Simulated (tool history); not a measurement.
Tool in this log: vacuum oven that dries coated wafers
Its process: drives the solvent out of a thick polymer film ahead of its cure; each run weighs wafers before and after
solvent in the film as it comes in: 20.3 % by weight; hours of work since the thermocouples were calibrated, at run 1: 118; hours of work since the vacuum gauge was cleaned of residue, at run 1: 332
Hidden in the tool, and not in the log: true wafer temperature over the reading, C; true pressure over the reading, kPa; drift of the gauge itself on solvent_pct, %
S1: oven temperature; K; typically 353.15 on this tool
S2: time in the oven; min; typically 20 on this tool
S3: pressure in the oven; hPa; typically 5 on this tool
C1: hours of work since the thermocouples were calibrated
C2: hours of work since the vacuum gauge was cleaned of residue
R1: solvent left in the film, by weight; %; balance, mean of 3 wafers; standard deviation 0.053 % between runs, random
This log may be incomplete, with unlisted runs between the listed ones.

Run 1, hour 0: usual settings; C1 118; C2 332. Result: R1 1.76 %.
Run 2, hour 24.8: usual settings; C1 131; C2 346. Result: R1 1.8 %.
Run 3, hour 44.3: usual settings but S2 11 min; C1 142; C2 356. Result: R1 4.34 %.
Run 4, hour 73.1: usual settings but S3 2.97 hPa; C1 158; C2 372. Result: R1 1.43 %.
Run 5, hour 102.4: usual settings but S1 367.15 K; C1 174; C2 388. Result: R1 0.6 %.
Run 6, hour 117.1: usual settings but S1 367.15 K; C1 182; C2 396. Result: R1 0.47 %.
Run 7, hour 145.1: usual settings but S1 367.15 K; C1 197; C2 412. Result: R1 0.63 %.
Run 8, hour 174.8: usual settings but S1 367.15 K; C1 214; C2 428. Result: R1 0.7 %.
Run 9, hour 192.3: usual settings but S1 367.15 K, S2 25 min; C1 223; C2 438. Result: R1 0.5 %.
Run 10, hour 212.1: usual settings but S1 367.15 K, S2 25 min; C1 234; C2 449. Result: R1 0.5 %.
Run 11, hour 236.8: usual settings; C1 248; C2 462. Result: R1 1.82 %.
Run 12, hour 253: usual settings; C1 257; C2 471. Result: R1 1.83 %.
Run 13, hour 265.7: usual settings but S1 357.15 K; C1 264; C2 478. Result: R1 1.29 %.
Run 14, hour 294.1: usual settings but S2 27 min; C1 279; C2 494. Result: R1 1.18 %.
Run 15, hour 309.9: usual settings but S2 27 min; C1 288; C2 502. Result: R1 1.28 %.
Run 16, hour 325.1: usual settings but S2 27 min; C1 296; C2 511. Result: R1 1.26 %.
Run 17, hour 346.5: usual settings but S2 27 min; C1 308; C2 522. Result: R1 1.13 %.
Run 18, hour 366.4: usual settings but S2 27 min; C1 319; C2 533. Result: R1 1.23 %.
Run 19, hour 387.4: usual settings but S2 27 min; C1 330; C2 545. Result: R1 1.15 %.
Run 20, hour 400.4: usual settings but S2 27 min; C1 338; C2 552. Result: R1 1.27 %.
Run 21, hour 416.6: usual settings but S2 19 min; C1 346; C2 561. Result: R1 2.05 %.
Run 22, hour 435.4: usual settings; C1 357; C2 571. Result: R1 1.9 %.
Run 23, hour 448.1: usual settings but S3 3.93 hPa; C1 364; C2 578. Result: R1 1.75 %.
Run 24, hour 475.3: usual settings but S3 3.93 hPa; C1 379; C2 593. Result: R1 1.85 %.
Run 25, hour 498.3: usual settings but S1 342.15 K, S2 26 min; C1 391; C2 606. Result: R1 3.08 %.
Run 26, hour 518.8: usual settings but S1 342.15 K, S2 26 min; C1 403; C2 617. Result: R1 3.04 %.
Run 27, hour 542.2: usual settings but S3 3.19 hPa; C1 415; C2 630. Result: R1 1.67 %.
Run 28, hour 559: usual settings but S3 3.19 hPa; C1 425; C2 639. Result: R1 1.65 %.
Run 29, hour 579: usual settings but S2 11 min, S3 13.25 hPa; C1 436; C2 650. Result: R1 5.37 %.
Run 30, hour 592.5: usual settings but S2 11 min, S3 13.25 hPa; C1 443; C2 657. Result: R1 5.44 %.
Run 31, hour 619.4: usual settings but S1 352.15 K, S2 33 min, S3 13.25 hPa; C1 458; C2 672. Result: R1 2.42 %.
Run 32, hour 638.8: usual settings but S1 352.15 K, S2 33 min, S3 13.25 hPa; C1 469; C2 683. Result: R1 2.42 %.
Run 33, hour 663.7: usual settings but S3 5.54 hPa; C1 482; C2 697. Result: R1 1.94 %.
Run 34, hour 681.1: usual settings but S1 356.15 K, S2 18 min, S3 5.54 hPa; C1 492; C2 706. Result: R1 1.87 %.
Run 35, hour 706.9: usual settings but S1 356.15 K, S2 18 min, S3 5.54 hPa; C1 506; C2 720. Result: R1 1.83 %.
Run 36, hour 719.8: usual settings but S1 359.15 K, S2 15 min, S3 5.54 hPa; C1 513; C2 727. Result: R1 2.05 %.
Run 37, hour 742.4: usual settings but S1 348.15 K, S3 11.3 hPa; C1 525; C2 740. Result: R1 3.87 %.
Run 38, hour 756.3: usual settings but S1 351.15 K, S2 13 min, S3 4.58 hPa; C1 533; C2 747. Result: R1 4.01 %.
Run 39, hour 769.8: usual settings but S1 338.15 K, S2 13 min, S3 6.08 hPa; C1 540; C2 755. Result: R1 7.9 %.
Run 40, hour 788.7: usual settings but S1 362.15 K, S2 12 min, S3 4.32 hPa; C1 551; C2 765. Result: R1 2.05 %.
Run 41, hour 814.1: usual settings but S3 19.27 hPa; C1 565; C2 779. Result: R1 3.93 %.
Run 42, hour 839: usual settings but S3 19.27 hPa; C1 578; C2 793. Result: R1 3.91 %.
Run 43, hour 865: usual settings but S3 19.27 hPa; C1 593; C2 807. Result: R1 3.99 %.
Run 44, hour 877.2: usual settings but S2 17 min, S3 4.28 hPa; C1 599; C2 814. Result: R1 2.4 %.
Run 45, hour 902.7: usual settings but S1 350.15 K, S3 5.2 hPa; C1 613; C2 828. Result: R1 2.64 %.
Run 46, hour 923.6: usual settings but S1 343.15 K, S2 34 min, S3 7.85 hPa; C1 625; C2 839. Result: R1 2.76 %.
Run 47, hour 943.7: usual settings but S1 355.15 K, S3 4.85 hPa; C1 636; C2 850. Result: R1 1.72 %.
Run 48, hour 965.6: usual settings but S1 362.15 K, S3 11.83 hPa; C1 648; C2 862. Result: R1 1.64 %.

Below, some changes in R1 between adjacent runs. For each, the amount present without the hidden state too (settings, incoming material, random variation) and the amount remaining for the hidden state with gauge scatter not shared by both compared results:
Run 28 -> 29: S2 20 -> 11, S3 3.19 -> 13.25. R1 +3.72 %: hidden state +0.02, all else +3.7.
Run 36 -> 37: S1 359.15 -> 348.15, S2 15 -> 20, S3 5.54 -> 11.3. R1 +1.82 %: hidden state +0.12, all else +1.7.
Run 38 -> 39: S1 351.15 -> 338.15, S3 4.58 -> 6.08. R1 +3.89 %: hidden state +0.11, all else +3.78.
Run 39 -> 40: S1 338.15 -> 362.15, S2 13 -> 12, S3 6.08 -> 4.32. R1 -5.85 %: hidden state -0.19, all else -5.66.
Run 46 -> 47: S1 343.15 -> 355.15, S2 34 -> 20, S3 7.85 -> 4.85. R1 -1.04 %: hidden state -0.14, all else -0.9.
